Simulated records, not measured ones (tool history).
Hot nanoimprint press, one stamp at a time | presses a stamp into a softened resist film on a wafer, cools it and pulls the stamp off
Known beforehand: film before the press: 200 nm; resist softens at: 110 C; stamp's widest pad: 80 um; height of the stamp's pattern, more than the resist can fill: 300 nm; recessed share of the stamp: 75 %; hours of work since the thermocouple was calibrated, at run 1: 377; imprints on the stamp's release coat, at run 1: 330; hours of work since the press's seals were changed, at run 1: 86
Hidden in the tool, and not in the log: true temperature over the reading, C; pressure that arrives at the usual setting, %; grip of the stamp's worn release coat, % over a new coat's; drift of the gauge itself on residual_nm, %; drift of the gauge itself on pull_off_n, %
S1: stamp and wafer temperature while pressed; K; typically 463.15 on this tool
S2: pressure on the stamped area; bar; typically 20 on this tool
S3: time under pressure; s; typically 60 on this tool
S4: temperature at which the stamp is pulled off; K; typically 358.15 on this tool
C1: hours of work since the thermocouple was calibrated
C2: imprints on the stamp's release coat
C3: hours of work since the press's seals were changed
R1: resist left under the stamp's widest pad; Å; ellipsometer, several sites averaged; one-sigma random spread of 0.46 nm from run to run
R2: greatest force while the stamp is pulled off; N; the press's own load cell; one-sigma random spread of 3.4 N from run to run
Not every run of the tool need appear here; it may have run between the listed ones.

run	hour	S1	S2	S3	S4	C1	C2	C3	R1	R2
1	0	463.15	20	60	358.15	377	330	86	1129	188
2	8.6	463.15	20	60	358.15	382	360	92	1131	183
3	16.5	463.15	20	60	358.15	387	388	96	1133	180
4	24.7	463.15	20	60	358.15	392	416	102	1130	192
5	32.4	463.15	20	60	358.15	397	443	106	1131	190
6	37.8	463.15	20	60	358.15	401	462	110	1129	191
7	45	463.15	20	60	344.15	405	486	114	1127	231
8	52.3	463.15	20	60	358.15	410	512	119	1129	193
# hour 66.3: stamp cleaned and given a new release coat
9	66.3	463.15	20	60	358.15	415	0	124	1127	161
10	74.6	463.15	20	60	358.15	420	29	129	1125	158
11	80.8	461.15	20	60	358.15	424	50	133	1203	163
12	86	461.15	20	60	358.15	427	68	136	1192	162
13	90.1	463.15	20	60	358.15	430	83	139	1124	164
14	98.3	470.15	12.8	83	360.15	435	111	144	990	165
15	102.7	463.15	25.1	60	365.15	437	126	146	1034	153
16	109.8	461.15	20	72	358.15	442	151	151	1126	171
17	118.5	466.15	20	60	358.15	447	181	156	1035	170
18	124	463.15	22.7	112	347.15	451	200	160	851	193
19	133.2	464.15	15.9	32	360.15	456	232	165	1432	166
20	139.7	463.15	27.4	80	356.15	460	255	169	890	185
21	148.4	463.15	20	87	353.15	466	285	175	989	184
# hour 156.7: plate thermocouple calibrated
22	158.2	463.15	15.6	60	366.15	1	309	179	1295	159
23	164.4	463.15	15.6	60	366.15	5	330	183	1283	173
24	169.7	463.15	15.6	60	366.15	8	349	186	1279	171
25	173.8	463.15	15.6	60	366.15	11	363	189	1280	172
26	180.1	463.15	31.9	60	366.15	15	385	193	977	172

Here are 3 independent what-if runs from the current tool condition. What would each one return?
A	188.8	463.15	13	84	358.15	20	415	198	?	?
B	188.8	463.15	31.1	60	358.15	20	415	198	?	?
C	188.8	463.15	15.9	60	366.15	20	415	198	?	?

run	R1	R2
A	1249	196
B	968	188
C	1273	169
Without the tool's unlogged condition, the same runs would have read:
run	R1	R2
A	1253	167
B	969	161
C	1277	145

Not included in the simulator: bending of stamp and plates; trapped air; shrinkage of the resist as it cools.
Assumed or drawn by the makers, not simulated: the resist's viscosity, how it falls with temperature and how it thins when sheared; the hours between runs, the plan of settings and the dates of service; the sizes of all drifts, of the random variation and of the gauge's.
